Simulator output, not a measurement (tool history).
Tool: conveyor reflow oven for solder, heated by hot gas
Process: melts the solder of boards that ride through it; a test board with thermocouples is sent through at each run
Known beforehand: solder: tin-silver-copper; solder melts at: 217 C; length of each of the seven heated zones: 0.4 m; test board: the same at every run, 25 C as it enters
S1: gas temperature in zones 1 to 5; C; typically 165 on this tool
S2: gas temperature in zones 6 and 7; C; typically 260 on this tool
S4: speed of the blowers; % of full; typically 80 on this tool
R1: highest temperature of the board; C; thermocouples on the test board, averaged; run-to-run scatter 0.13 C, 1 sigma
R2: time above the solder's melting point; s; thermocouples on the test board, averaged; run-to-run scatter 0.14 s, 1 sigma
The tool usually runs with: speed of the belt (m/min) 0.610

run 1 hour=0.0 | S1=165 S2=260 speed_of_the_belt_(m/min)=0.610 S4=80 | R1=247.9 R2=54.6
run 2 hour=24.4 | S1=165 S2=260 speed_of_the_belt_(m/min)=0.610 S4=80 | R1=248.0 R2=54.8
run 3 hour=36.6 | S1=165 S2=260 speed_of_the_belt_(m/min)=0.610 S4=80 | R1=247.9 R2=54.8
run 4 hour=53.0 | S1=165 S2=260 speed_of_the_belt_(m/min)=0.610 S4=74 | R1=246.8 R2=53.4
run 5 hour=72.1 | S1=165 S2=260 speed_of_the_belt_(m/min)=0.610 S4=79 | R1=247.6 R2=54.5
run 6 hour=86.3 | S1=165 S2=260 speed_of_the_belt_(m/min)=0.610 S4=79 | R1=247.6 R2=54.2
run 7 hour=111.2 | S1=165 S2=271 speed_of_the_belt_(m/min)=0.610 S4=80 | R1=257.7 R2=61.3
run 8 hour=131.9 | S1=165 S2=260 speed_of_the_belt_(m/min)=0.610 S4=80 | R1=247.6 R2=54.6
run 9 hour=149.3 | S1=165 S2=260 speed_of_the_belt_(m/min)=0.610 S4=80 | R1=247.5 R2=54.7
run 10 hour=162.4 | S1=165 S2=260 speed_of_the_belt_(m/min)=0.610 S4=80 | R1=247.2 R2=54.5
run 11 hour=173.5 | S1=165 S2=260 speed_of_the_belt_(m/min)=0.610 S4=80 | R1=247.7 R2=54.3
-- hour=189.0 flux residue cleaned out of gas plates and filters
run 12 hour=202.5 | S1=164 S2=260 speed_of_the_belt_(m/min)=0.610 S4=53 | R1=243.0 R2=48.3
run 13 hour=214.8 | S1=165 S2=268 speed_of_the_belt_(m/min)=0.687 S4=80 | R1=253.2 R2=51.6
run 14 hour=226.8 | S1=165 S2=268 speed_of_the_belt_(m/min)=0.687 S4=80 | R1=253.4 R2=51.5
run 15 hour=241.0 | S1=161 S2=260 speed_of_the_belt_(m/min)=0.610 S4=80 | R1=249.0 R2=54.9
run 16 hour=261.4 | S1=161 S2=260 speed_of_the_belt_(m/min)=0.610 S4=80 | R1=248.7 R2=54.9
run 17 hour=286.4 | S1=165 S2=266 speed_of_the_belt_(m/min)=0.610 S4=84 | R1=255.4 R2=61.0
run 18 hour=298.8 | S1=165 S2=266 speed_of_the_belt_(m/min)=0.610 S4=84 | R1=255.3 R2=61.0
run 19 hour=320.4 | S1=165 S2=274 speed_of_the_belt_(m/min)=0.610 S4=84 | R1=262.7 R2=64.8
run 20 hour=334.5 | S1=165 S2=274 speed_of_the_belt_(m/min)=0.610 S4=66 | R1=259.2 R2=62.0

Branching from run 20: 3 alternative next runs. What would each branch give?
run A hour=345.2 | S1=155 S2=274 speed_of_the_belt_(m/min)=0.619 S4=66 | R1=? R2=?
run B hour=345.2 | S1=165 S2=274 speed_of_the_belt_(m/min)=0.706 S4=66 | R1=? R2=?
run C hour=345.2 | S1=178 S2=262 speed_of_the_belt_(m/min)=0.610 S4=67 | R1=? R2=?

run=A R1=257.4 R2=56.7
run=B R1=254.1 R2=49.5
run=C R1=250.2 R2=60.6
Stripped of hidden state, with their random variation kept, the same runs would have yielded:
run=A R1=257.8 R2=56.2
run=B R1=254.5 R2=49.1
run=C R1=250.6 R2=60.1
